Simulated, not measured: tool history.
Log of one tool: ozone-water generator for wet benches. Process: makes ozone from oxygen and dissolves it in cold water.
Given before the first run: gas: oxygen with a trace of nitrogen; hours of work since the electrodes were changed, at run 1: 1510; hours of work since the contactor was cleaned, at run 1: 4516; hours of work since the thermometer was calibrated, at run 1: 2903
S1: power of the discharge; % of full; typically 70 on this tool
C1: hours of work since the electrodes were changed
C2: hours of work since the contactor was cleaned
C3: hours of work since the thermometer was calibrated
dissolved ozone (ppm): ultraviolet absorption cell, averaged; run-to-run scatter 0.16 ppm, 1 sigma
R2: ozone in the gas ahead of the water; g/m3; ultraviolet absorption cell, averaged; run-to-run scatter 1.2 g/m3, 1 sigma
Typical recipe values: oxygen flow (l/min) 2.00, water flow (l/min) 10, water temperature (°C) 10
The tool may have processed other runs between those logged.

{"run": 1, "day": 0.0, "S1": 70, "oxygen flow (l/min)": 2.0, "water flow (l/min)": 10, "water temperature (°C)": 10, "C1": 1510, "C2": 4516, "C3": 2903, "dissolved ozone (ppm)": 18.3, "R2": 209.9}
{"run": 2, "day": 4.117, "S1": 70, "oxygen flow (l/min)": 2.0, "water flow (l/min)": 10, "water temperature (°C)": 10, "C1": 1600, "C2": 4606, "C3": 2993, "dissolved ozone (ppm)": 18.6, "R2": 208.8}
{"run": 3, "day": 8.525, "S1": 70, "oxygen flow (l/min)": 2.0, "water flow (l/min)": 10, "water temperature (°C)": 10, "C1": 1697, "C2": 4703, "C3": 3090, "dissolved ozone (ppm)": 18.4, "R2": 208.8}
{"run": 4, "day": 11.146, "S1": 70, "oxygen flow (l/min)": 2.0, "water flow (l/min)": 10, "water temperature (°C)": 10, "C1": 1754, "C2": 4761, "C3": 3147, "dissolved ozone (ppm)": 18.4, "R2": 206.8}
{"run": 5, "day": 13.496, "S1": 70, "oxygen flow (l/min)": 2.0, "water flow (l/min)": 10, "water temperature (°C)": 10, "C1": 1806, "C2": 4812, "C3": 3199, "dissolved ozone (ppm)": 18.5, "R2": 209.7}
{"run": 6, "day": 17.338, "S1": 70, "oxygen flow (l/min)": 2.0, "water flow (l/min)": 12, "water temperature (°C)": 10, "C1": 1890, "C2": 4897, "C3": 3283, "dissolved ozone (ppm)": 15.2, "R2": 207.8}
{"run": 7, "day": 19.45, "S1": 70, "oxygen flow (l/min)": 2.0, "water flow (l/min)": 7, "water temperature (°C)": 10, "C1": 1936, "C2": 4943, "C3": 3330, "dissolved ozone (ppm)": 26.3, "R2": 206.2}
{"run": 8, "day": 21.604, "S1": 70, "oxygen flow (l/min)": 2.0, "water flow (l/min)": 7, "water temperature (°C)": 10, "C1": 1984, "C2": 4990, "C3": 3377, "dissolved ozone (ppm)": 25.5, "R2": 205.2}
{"run": 9, "day": 23.588, "S1": 70, "oxygen flow (l/min)": 2.0, "water flow (l/min)": 7, "water temperature (°C)": 10, "C1": 2027, "C2": 5034, "C3": 3420, "dissolved ozone (ppm)": 25.8, "R2": 207.0}
{"run": 10, "day": 26.821, "S1": 70, "oxygen flow (l/min)": 2.0, "water flow (l/min)": 7, "water temperature (°C)": 10, "C1": 2098, "C2": 5105, "C3": 3491, "dissolved ozone (ppm)": 25.6, "R2": 205.5}
{"run": 11, "day": 30.7, "S1": 70, "oxygen flow (l/min)": 2.0, "water flow (l/min)": 7, "water temperature (°C)": 10, "C1": 2183, "C2": 5190, "C3": 3577, "dissolved ozone (ppm)": 26.0, "R2": 203.7}
{"day": 31.333, "done": "water thermometer calibrated"}
{"run": 12, "day": 35.242, "S1": 70, "oxygen flow (l/min)": 2.0, "water flow (l/min)": 7, "water temperature (°C)": 10, "C1": 2282, "C2": 5289, "C3": 86, "dissolved ozone (ppm)": 25.5, "R2": 202.1}
{"run": 13, "day": 38.812, "S1": 70, "oxygen flow (l/min)": 2.0, "water flow (l/min)": 7, "water temperature (°C)": 10, "C1": 2361, "C2": 5367, "C3": 164, "dissolved ozone (ppm)": 25.6, "R2": 203.6}
{"run": 14, "day": 41.212, "S1": 70, "oxygen flow (l/min)": 2.0, "water flow (l/min)": 7, "water temperature (°C)": 10, "C1": 2413, "C2": 5420, "C3": 217, "dissolved ozone (ppm)": 25.2, "R2": 202.4}
{"run": 15, "day": 44.183, "S1": 70, "oxygen flow (l/min)": 2.0, "water flow (l/min)": 7, "water temperature (°C)": 10, "C1": 2479, "C2": 5485, "C3": 282, "dissolved ozone (ppm)": 25.1, "R2": 202.5}
{"run": 16, "day": 46.692, "S1": 70, "oxygen flow (l/min)": 1.75, "water flow (l/min)": 7, "water temperature (°C)": 10, "C1": 2534, "C2": 5540, "C3": 337, "dissolved ozone (ppm)": 25.5, "R2": 220.7}
{"run": 17, "day": 49.908, "S1": 70, "oxygen flow (l/min)": 1.75, "water flow (l/min)": 7, "water temperature (°C)": 10, "C1": 2604, "C2": 5611, "C3": 408, "dissolved ozone (ppm)": 24.9, "R2": 218.9}
{"day": 51.775, "done": "contactor cleaned"}
{"run": 18, "day": 52.212, "S1": 70, "oxygen flow (l/min)": 1.75, "water flow (l/min)": 7, "water temperature (°C)": 10, "C1": 2651, "C2": 10, "C3": 455, "dissolved ozone (ppm)": 27.3, "R2": 218.7}
{"run": 19, "day": 54.379, "S1": 85, "oxygen flow (l/min)": 2.08, "water flow (l/min)": 15, "water temperature (°C)": 10, "C1": 2699, "C2": 57, "C3": 502, "dissolved ozone (ppm)": 13.4, "R2": 216.3}
{"day": 56.138, "done": "water thermometer calibrated, once more"}
{"run": 20, "day": 58.767, "S1": 85, "oxygen flow (l/min)": 2.08, "water flow (l/min)": 9, "water temperature (°C)": 10, "C1": 2795, "C2": 153, "C3": 58, "dissolved ozone (ppm)": 23.7, "R2": 215.4}
{"run": 21, "day": 63.296, "S1": 70, "oxygen flow (l/min)": 1.74, "water flow (l/min)": 10, "water temperature (°C)": 9, "C1": 2894, "C2": 252, "C3": 157, "dissolved ozone (ppm)": 18.9, "R2": 218.3}
{"run": 22, "day": 67.95, "S1": 70, "oxygen flow (l/min)": 1.74, "water flow (l/min)": 10, "water temperature (°C)": 9, "C1": 2996, "C2": 354, "C3": 259, "dissolved ozone (ppm)": 19.2, "R2": 215.6}
{"run": 23, "day": 71.708, "S1": 70, "oxygen flow (l/min)": 2.0, "water flow (l/min)": 10, "water temperature (°C)": 10, "C1": 3079, "C2": 437, "C3": 342, "dissolved ozone (ppm)": 18.5, "R2": 194.7}
{"run": 24, "day": 74.1, "S1": 70, "oxygen flow (l/min)": 2.0, "water flow (l/min)": 10, "water temperature (°C)": 10, "C1": 3131, "C2": 489, "C3": 394, "dissolved ozone (ppm)": 18.5, "R2": 196.3}
{"run": 25, "day": 78.142, "S1": 70, "oxygen flow (l/min)": 2.0, "water flow (l/min)": 10, "water temperature (°C)": 17, "C1": 3220, "C2": 578, "C3": 483, "dissolved ozone (ppm)": 17.1, "R2": 196.2}
{"run": 26, "day": 82.638, "S1": 70, "oxygen flow (l/min)": 2.0, "water flow (l/min)": 10, "water temperature (°C)": 17, "C1": 3318, "C2": 677, "C3": 582, "dissolved ozone (ppm)": 17.0, "R2": 194.1}
{"run": 27, "day": 85.604, "S1": 70, "oxygen flow (l/min)": 2.0, "water flow (l/min)": 10, "water temperature (°C)": 17, "C1": 3383, "C2": 742, "C3": 647, "dissolved ozone (ppm)": 16.9, "R2": 193.1}
{"run": 28, "day": 88.871, "S1": 70, "oxygen flow (l/min)": 2.0, "water flow (l/min)": 15, "water temperature (°C)": 10, "C1": 3455, "C2": 814, "C3": 718, "dissolved ozone (ppm)": 11.4, "R2": 191.1}
{"run": 29, "day": 92.583, "S1": 56, "oxygen flow (l/min)": 2.0, "water flow (l/min)": 8, "water temperature (°C)": 5, "C1": 3537, "C2": 895, "C3": 800, "dissolved ozone (ppm)": 20.9, "R2": 166.9}
{"run": 30, "day": 95.958, "S1": 41, "oxygen flow (l/min)": 2.0, "water flow (l/min)": 6, "water temperature (°C)": 17, "C1": 3611, "C2": 969, "C3": 874, "dissolved ozone (ppm)": 19.5, "R2": 142.4}
{"run": 31, "day": 99.479, "S1": 70, "oxygen flow (l/min)": 3.4, "water flow (l/min)": 14, "water temperature (°C)": 16, "C1": 3688, "C2": 1046, "C3": 951, "dissolved ozone (ppm)": 11.1, "R2": 132.4}
{"run": 32, "day": 102.121, "S1": 70, "oxygen flow (l/min)": 2.0, "water flow (l/min)": 12, "water temperature (°C)": 8, "C1": 3746, "C2": 1104, "C3": 1009, "dissolved ozone (ppm)": 14.8, "R2": 189.4}
{"run": 33, "day": 105.758, "S1": 72, "oxygen flow (l/min)": 1.59, "water flow (l/min)": 10, "water temperature (°C)": 9, "C1": 3826, "C2": 1184, "C3": 1089, "dissolved ozone (ppm)": 18.2, "R2": 223.3}
{"run": 34, "day": 108.675, "S1": 100, "oxygen flow (l/min)": 1.92, "water flow (l/min)": 10, "water temperature (°C)": 13, "C1": 3890, "C2": 1248, "C3": 1153, "dissolved ozone (ppm)": 21.0, "R2": 236.4}

Predict each of these 3 candidate next runs independently; none follows another, all start after run 34:
{"run": "A", "day": 110.842, "S1": 70, "oxygen flow (l/min)": 2.24, "water flow (l/min)": 9, "water temperature (°C)": 18, "C1": 3937, "C2": 1296, "C3": 1200, "dissolved ozone (ppm)": "?", "R2": "?"}
{"run": "B", "day": 110.842, "S1": 100, "oxygen flow (l/min)": 1.92, "water flow (l/min)": 9, "water temperature (°C)": 6, "C1": 3937, "C2": 1296, "C3": 1200, "dissolved ozone (ppm)": "?", "R2": "?"}
{"run": "C", "day": 110.842, "S1": 100, "oxygen flow (l/min)": 2.84, "water flow (l/min)": 10, "water temperature (°C)": 10, "C1": 3937, "C2": 1296, "C3": 1200, "dissolved ozone (ppm)": "?", "R2": "?"}

run=A dissolved_ozone_(ppm)=17.7 R2=174.6
run=B dissolved_ozone_(ppm)=25.2 R2=236.8
run=C dissolved_ozone_(ppm)=21.4 R2=179.5
Without the tool's unlogged condition, the same runs would have read:
run=A dissolved_ozone_(ppm)=21.4 R2=207.9
run=B dissolved_ozone_(ppm)=31.6 R2=292.3
run=C dissolved_ozone_(ppm)=26.8 R2=221.8

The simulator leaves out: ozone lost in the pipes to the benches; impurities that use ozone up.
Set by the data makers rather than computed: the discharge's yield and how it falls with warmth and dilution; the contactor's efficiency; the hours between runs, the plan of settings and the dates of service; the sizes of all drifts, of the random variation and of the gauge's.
